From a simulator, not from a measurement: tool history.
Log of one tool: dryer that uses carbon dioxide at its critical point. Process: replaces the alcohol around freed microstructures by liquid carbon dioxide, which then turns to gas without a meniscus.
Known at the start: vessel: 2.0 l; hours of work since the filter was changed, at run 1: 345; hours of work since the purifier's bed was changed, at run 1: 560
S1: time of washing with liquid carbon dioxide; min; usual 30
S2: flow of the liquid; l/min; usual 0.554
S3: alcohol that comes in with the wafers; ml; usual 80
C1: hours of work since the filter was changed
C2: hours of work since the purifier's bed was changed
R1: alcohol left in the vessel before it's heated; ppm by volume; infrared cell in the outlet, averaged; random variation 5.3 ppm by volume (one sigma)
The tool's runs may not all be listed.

{"run": 1, "day": 0.0, "S1": 30, "S2": 0.554, "S3": 80, "C1": 345, "C2": 560, "R1": 340}
{"run": 2, "day": 1.175, "S1": 30, "S2": 0.554, "S3": 80, "C1": 361, "C2": 576, "R1": 350}
{"run": 3, "day": 3.85, "S1": 30, "S2": 0.554, "S3": 80, "C1": 396, "C2": 611, "R1": 373}
{"run": 4, "day": 5.046, "S1": 30, "S2": 0.554, "S3": 80, "C1": 411, "C2": 626, "R1": 367}
{"run": 5, "day": 7.612, "S1": 30, "S2": 0.554, "S3": 80, "C1": 445, "C2": 660, "R1": 394}
{"day": 9.854, "done": "inlet filter changed"}
{"run": 6, "day": 10.308, "S1": 29, "S2": 0.554, "S3": 80, "C1": 6, "C2": 695, "R1": 376}
{"run": 7, "day": 12.792, "S1": 30, "S2": 0.554, "S3": 80, "C1": 38, "C2": 727, "R1": 373}
{"run": 8, "day": 15.162, "S1": 30, "S2": 0.554, "S3": 80, "C1": 69, "C2": 758, "R1": 372}
{"run": 9, "day": 16.546, "S1": 30, "S2": 0.554, "S3": 80, "C1": 88, "C2": 776, "R1": 409}
{"run": 10, "day": 18.646, "S1": 22, "S2": 0.853, "S3": 92, "C1": 115, "C2": 804, "R1": 352}
{"run": 11, "day": 20.158, "S1": 22, "S2": 0.853, "S3": 51, "C1": 135, "C2": 824, "R1": 344}
{"run": 12, "day": 22.167, "S1": 18, "S2": 0.523, "S3": 51, "C1": 161, "C2": 850, "R1": 1242}
{"day": 22.429, "done": "purifier's bed changed"}
{"run": 13, "day": 24.758, "S1": 20, "S2": 0.603, "S3": 42, "C1": 193, "C2": 30, "R1": 333}
{"run": 14, "day": 27.646, "S1": 19, "S2": 0.567, "S3": 42, "C1": 231, "C2": 68, "R1": 548}
{"run": 15, "day": 29.867, "S1": 22, "S2": 0.554, "S3": 80, "C1": 260, "C2": 97, "R1": 623}
{"run": 16, "day": 31.529, "S1": 30, "S2": 0.696, "S3": 80, "C1": 282, "C2": 119, "R1": 81}
{"run": 17, "day": 33.042, "S1": 24, "S2": 0.696, "S3": 72, "C1": 302, "C2": 139, "R1": 183}

Some steps in R1 between neighbouring runs. How much of each would the tool show without its hidden state too (settings, what came in, random variation), and how much is left for the hidden state, with any gauge scatter that isn't in both results?
The hidden state here: flow that reaches the vessel past the clogged filter, %; alcohol in the recycled carbon dioxide, ppm; drift of the gauge itself on alcohol_ppm, %.
Run 12 -> 13: S1 18 -> 20, S2 0.523 -> 0.603, S3 51 -> 42, purifier's bed changed. R1 -909 ppm by volume: hidden state -331, all else -578.

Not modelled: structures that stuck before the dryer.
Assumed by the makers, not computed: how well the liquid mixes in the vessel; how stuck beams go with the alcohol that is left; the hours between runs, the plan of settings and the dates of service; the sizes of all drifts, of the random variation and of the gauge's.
